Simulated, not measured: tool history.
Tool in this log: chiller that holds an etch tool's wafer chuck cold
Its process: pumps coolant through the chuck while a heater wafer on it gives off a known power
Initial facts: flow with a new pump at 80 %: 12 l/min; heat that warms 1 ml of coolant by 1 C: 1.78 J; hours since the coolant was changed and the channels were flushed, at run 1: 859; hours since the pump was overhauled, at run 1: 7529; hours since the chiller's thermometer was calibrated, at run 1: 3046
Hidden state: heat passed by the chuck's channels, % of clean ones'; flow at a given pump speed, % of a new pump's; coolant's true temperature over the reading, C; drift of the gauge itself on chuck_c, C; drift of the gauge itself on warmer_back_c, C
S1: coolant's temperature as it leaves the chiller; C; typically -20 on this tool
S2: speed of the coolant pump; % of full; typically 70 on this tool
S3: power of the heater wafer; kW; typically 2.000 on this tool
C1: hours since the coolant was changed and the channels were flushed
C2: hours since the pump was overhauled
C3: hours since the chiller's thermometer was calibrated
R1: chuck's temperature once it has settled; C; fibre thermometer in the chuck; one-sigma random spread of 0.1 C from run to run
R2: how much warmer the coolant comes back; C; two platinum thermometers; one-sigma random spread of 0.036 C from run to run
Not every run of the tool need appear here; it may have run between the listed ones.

run	hour	S1	S2	S3	C1	C2	C3	R1	R2
1	0.0	-20	70	2.000	859	7529	3046	-3.4	6.41
2	90.5	-20	70	2.000	950	7619	3136	-3.5	6.42
# hour 157.6: chiller's thermometer calibrated
3	293.5	-20	70	2.000	1152	7821	136	-3.4	6.40
4	493.4	-20	70	2.000	1352	8021	336	-3.5	6.37
5	604.4	-20	70	2.000	1462	8132	447	-3.2	6.42
6	734.3	-20	70	2.000	1592	8262	577	-3.3	6.33
7	919.8	-20	70	2.000	1778	8447	762	-3.3	6.34
8	1039.9	-20	70	2.000	1898	8567	882	-3.3	6.25
9	1221.1	-20	67	2.000	2079	8749	1064	-2.6	6.53
10	1327.0	-20	67	2.000	2185	8855	1169	-3.0	6.51
11	1479.7	-20	67	2.000	2338	9007	1322	-3.0	6.54
12	1616.3	-20	70	1.309	2474	9144	1459	-9.0	4.01
13	1787.0	-20	70	1.625	2645	9315	1629	-6.4	4.93
14	1880.2	-20	70	1.625	2738	9408	1723	-6.4	4.92
15	2036.2	-20	70	2.000	2894	9564	1879	-3.3	6.09
16	2152.2	-23	70	2.000	3010	9680	1995	-6.3	6.09
17	2313.1	-17	90	2.338	3171	9841	2155	-0.7	5.51
18	2487.3	-17	90	2.338	3345	10015	2330	-0.7	5.50
19	2651.9	-17	90	2.338	3510	10180	2494	-0.9	5.49
20	2842.1	-17	90	2.338	3700	10370	2684	-0.8	5.48
21	3042.1	-28	86	1.593	3900	10570	2884	-16.6	3.71
22	3189.2	-14	89	1.073	4047	10717	3032	-6.6	2.27
23	3346.7	-14	70	1.073	4205	10874	3189	-5.0	3.02
# hour 3361.1: chiller's thermometer calibrated
24	3501.5	-14	70	1.073	4359	11028	140	-5.0	2.99
# hour 3577.5: gauge calibrated
25	3633.5	-14	70	1.073	4491	11160	272	-5.0	3.44
26	3811.2	-20	84	2.000	4668	11338	450	-5.4	5.32
27	3974.8	-10	94	2.725	4832	11501	614	8.2	6.42

Run 28 has not been measured yet. What should we expect?
28	4105.9	-20	81	1.692	4963	11633	745	?	?

Run 28 yielded R1 -7.5 C, R2 4.64 C.
If the tool had no hidden condition, the same run with the same run-to-run variation would have returned R1 -7.5 C, R2 4.71 C.
